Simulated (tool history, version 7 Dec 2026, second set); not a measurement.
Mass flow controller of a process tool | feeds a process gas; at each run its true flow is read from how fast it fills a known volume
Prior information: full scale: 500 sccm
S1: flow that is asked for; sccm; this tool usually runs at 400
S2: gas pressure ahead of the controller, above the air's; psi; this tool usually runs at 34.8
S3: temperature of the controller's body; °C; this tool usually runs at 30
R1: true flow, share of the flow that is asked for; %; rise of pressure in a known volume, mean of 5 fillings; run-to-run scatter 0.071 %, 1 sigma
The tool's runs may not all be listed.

| run | day | S1 | S2 | S3 | R1 |
|---|---|---|---|---|---|
| 1 | 0.000 | 400 | 34.8 | 30 | 99.80 |
| 2 | 3.742 | 400 | 34.8 | 30 | 99.64 |
| 3 | 8.900 | 64 | 34.8 | 30 | 96.41 |
| 4 | 13.308 | 64 | 34.8 | 30 | 96.42 |
| 5 | 17.592 | 64 | 34.8 | 21 | 95.68 |
| 6 | 22.625 | 400 | 34.8 | 25 | 99.35 |
| 7 | 27.683 | 400 | 34.8 | 25 | 99.07 |
| 8 | 31.204 | 400 | 34.8 | 38 | 99.96 |
| 9 | 36.912 | 400 | 34.8 | 35 | 99.85 |
| 10 | 39.854 | 400 | 34.8 | 35 | 99.80 |
| 11 | 43.600 | 400 | 34.8 | 35 | 99.67 |
| 12 | 47.417 | 400 | 34.8 | 35 | 99.69 |
| 13 | 51.871 | 400 | 34.8 | 35 | 99.58 |
| 14 | 54.846 | 400 | 34.8 | 35 | 99.64 |
| 15 | 58.838 | 400 | 34.8 | 35 | 99.59 |
|  | 59.346 | controller's zero set anew |
| 16 | 61.558 | 400 | 34.8 | 35 | 99.15 |
| 17 | 64.958 | 400 | 34.8 | 35 | 99.25 |
| 18 | 69.704 | 400 | 34.8 | 35 | 99.24 |
| 19 | 72.238 | 400 | 34.8 | 35 | 99.17 |
| 20 | 76.400 | 400 | 34.8 | 35 | 99.14 |
| 21 | 81.488 | 400 | 34.8 | 35 | 99.09 |
|  | 84.746 | controller's zero set anew, once more |
| 22 | 85.662 | 400 | 34.8 | 30 | 99.69 |
| 23 | 88.467 | 400 | 34.8 | 33 | 99.94 |
| 24 | 91.438 | 400 | 34.8 | 30 | 99.56 |
| 25 | 96.192 | 400 | 34.8 | 30 | 99.57 |
| 26 | 101.492 | 263 | 38.4 | 27 | 99.22 |
| 27 | 106.233 | 93 | 20.5 | 30 | 98.13 |
| 28 | 111.858 | 93 | 20.5 | 30 | 98.00 |
| 29 | 117.046 | 110 | 34.8 | 21 | 98.13 |
| 30 | 120.000 | 110 | 34.8 | 21 | 98.08 |
| 31 | 125.496 | 110 | 34.8 | 26 | 98.37 |
| 32 | 128.292 | 264 | 22.0 | 34 | 98.81 |
| 33 | 131.212 | 326 | 36.3 | 30 | 99.36 |
| 34 | 136.412 | 413 | 27.7 | 38 | 99.47 |
| 35 | 141.496 | 221 | 27.7 | 26 | 98.24 |
| 36 | 145.492 | 221 | 23.9 | 27 | 98.03 |
| 37 | 149.942 | 147 | 23.9 | 29 | 97.94 |
| 38 | 153.271 | 400 | 36.1 | 22 | 98.66 |
| 39 | 158.925 | 70 | 35.1 | 27 | 97.44 |
| 40 | 164.479 | 70 | 35.1 | 27 | 97.19 |
| 41 | 169.338 | 70 | 35.1 | 27 | 97.00 |
| 42 | 172.875 | 102 | 30.9 | 27 | 97.26 |
| 43 | 176.933 | 102 | 30.9 | 27 | 97.17 |
| 44 | 179.638 | 370 | 40.6 | 37 | 99.66 |
| 45 | 182.154 | 448 | 31.6 | 37 | 99.49 |
| 46 | 186.467 | 140 | 27.4 | 22 | 96.95 |
| 47 | 191.650 | 368 | 27.7 | 22 | 97.92 |
| 48 | 195.588 | 144 | 23.9 | 23 | 96.68 |

Some steps in R1, run to run, broken into two amounts with sign: the step expected even without the hidden condition (settings, incoming material, random variation), and the rest, left for the hidden condition together with whatever gauge scatter is not in both the measured and the hidden-condition-free result:
The tool's hidden condition here consists of: flow at rest that the sensor doesn't see, % of full scale; true flow over the shown one, %; drift of the gauge itself on true_pct, %.
Run 2 -> 3: S1 400 -> 64. R1 -3.23 %: hidden state -2.74, all else -0.49.
Run 5 -> 6: S1 64 -> 400, S3 21 -> 25. R1 +3.67 %: hidden state +2.81, all else +0.86.
Run 38 -> 39: S1 400 -> 70, S2 36.1 -> 35.1, S3 22 -> 27. R1 -1.22 %: hidden state -1.25, all else +0.03.
Run 45 -> 46: S1 448 -> 140, S2 31.6 -> 27.4, S3 37 -> 22. R1 -2.54 %: hidden state -0.73, all else -1.81.

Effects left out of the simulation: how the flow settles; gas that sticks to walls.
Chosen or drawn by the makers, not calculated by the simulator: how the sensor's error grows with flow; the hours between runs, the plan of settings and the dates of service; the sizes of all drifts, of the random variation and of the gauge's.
